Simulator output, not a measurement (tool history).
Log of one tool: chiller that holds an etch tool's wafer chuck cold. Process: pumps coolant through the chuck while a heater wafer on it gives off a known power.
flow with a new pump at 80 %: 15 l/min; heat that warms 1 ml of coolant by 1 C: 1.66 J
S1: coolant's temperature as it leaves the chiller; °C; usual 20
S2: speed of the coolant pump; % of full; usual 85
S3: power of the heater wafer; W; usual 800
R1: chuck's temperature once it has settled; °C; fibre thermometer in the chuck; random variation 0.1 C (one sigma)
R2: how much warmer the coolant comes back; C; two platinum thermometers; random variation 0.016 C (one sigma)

Run 1, hour 0.0: usual settings. Result: R1 29.6 °C, R2 2.00 C.
Run 2, hour 59.7: usual settings but S1 28 °C. Result: R1 37.5 °C, R2 2.03 C.
Run 3, hour 101.1: usual settings but S1 28 °C. Result: R1 37.5 °C, R2 2.02 C.
Run 4, hour 165.6: usual settings but S1 28 °C. Result: R1 37.6 °C, R2 2.00 C.
Run 5, hour 200.4: usual settings but S1 28 °C. Result: R1 37.7 °C, R2 2.06 C.
Run 6, hour 231.8: usual settings but S1 28 °C. Result: R1 37.9 °C, R2 2.06 C.
At hour 235.8: chiller's thermometer calibrated.
Run 7, hour 262.7: usual settings but S1 28 °C. Result: R1 37.7 °C, R2 2.02 C.
Run 8, hour 314.8: usual settings but S1 28 °C, S2 73 % of full. Result: R1 39.1 °C, R2 2.37 C.
Run 9, hour 377.9: usual settings but S1 13 °C, S3 749 W. Result: R1 22.2 °C, R2 1.91 C.
Run 10, hour 448.2: usual settings but S1 10 °C. Result: R1 20.1 °C, R2 2.05 C.
Run 11, hour 502.7: usual settings but S2 87 % of full, S3 590 W. Result: R1 27.3 °C, R2 1.48 C.
Run 12, hour 538.5: usual settings but S2 87 % of full, S3 590 W. Result: R1 27.1 °C, R2 1.49 C.
Run 13, hour 582.9: usual settings but S1 17 °C, S2 82 % of full, S3 1005 W. Result: R1 29.8 °C, R2 2.65 C.
Run 14, hour 614.8: usual settings but S2 94 % of full, S3 659 W. Result: R1 27.5 °C, R2 1.54 C.

Measured less the same run without the tool's hidden state. The same run-to-run variation is in both; the gauge's scatter may not be:
The hidden state here: heat passed by the chuck's channels, % of clean ones'; flow at a given pump speed, % of a new pump's; coolant's true temperature over the reading, C; drift of the gauge itself on chuck_c, C; drift of the gauge itself on warmer_back_c, C.
run    R1     R2
  1  +1.3  +0.20
  2  +1.3  +0.20
  3  +1.3  +0.21
  4  +1.4  +0.21
  5  +1.4  +0.21
  6  +1.4  +0.22
  7  +1.4  +0.22
  8  +1.7  +0.26
  9  +1.4  +0.21
 10  +1.6  +0.23
 11  +1.2  +0.16
 12  +1.2  +0.16
 13  +2.1  +0.30
 14  +1.3  +0.18
